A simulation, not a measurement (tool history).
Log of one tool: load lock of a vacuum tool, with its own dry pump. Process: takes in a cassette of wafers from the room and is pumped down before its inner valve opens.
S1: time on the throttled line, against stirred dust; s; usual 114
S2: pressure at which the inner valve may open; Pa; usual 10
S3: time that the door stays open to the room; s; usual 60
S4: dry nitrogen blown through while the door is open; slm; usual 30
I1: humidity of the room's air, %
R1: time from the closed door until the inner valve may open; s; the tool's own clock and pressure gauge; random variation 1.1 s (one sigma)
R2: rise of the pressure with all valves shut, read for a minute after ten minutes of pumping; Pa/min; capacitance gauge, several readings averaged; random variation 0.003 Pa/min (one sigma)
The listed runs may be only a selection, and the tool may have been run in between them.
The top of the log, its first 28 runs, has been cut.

run     hour   S1  S2  S3  S4    I1     R1     R2
 29   8065.9  114  10  93   6  40.8  180.4  0.426
 30   8468.8  195  12  52   6  45.7  247.3  0.441
 31   8700.1   97  10  60  30  45.1    166  0.424
 32   9075.1   97  10  60  30  42.4  166.4  0.437
 33   9440.4  144  10  60  10  45.4    207  0.467
 34     9689  114  10  88  30  46.4  181.1  0.453
 35  10077.9  114  10  88  30  48.8  182.6  0.467
 36  10501.1  114   9  60  19  44.8  183.3  0.477

Forecast each of these 3 alternatives for the next run:
  A  10729.7  127  10  60  30  44.8   ?   ?
  B  10729.7  114  10  53  29  43.6   ?   ?
  C  10729.7  114  10  36  30  45.6   ?   ?

run     R1     R2
  A  191.4  0.488
  B  182.8  0.494
  C  181.5  0.483
With the hidden condition removed and each run's random variation left untouched, the same runs would have given:
run     R1     R2
  A  189.4  0.008
  B  180.7  0.016
  C  179.4   0.01
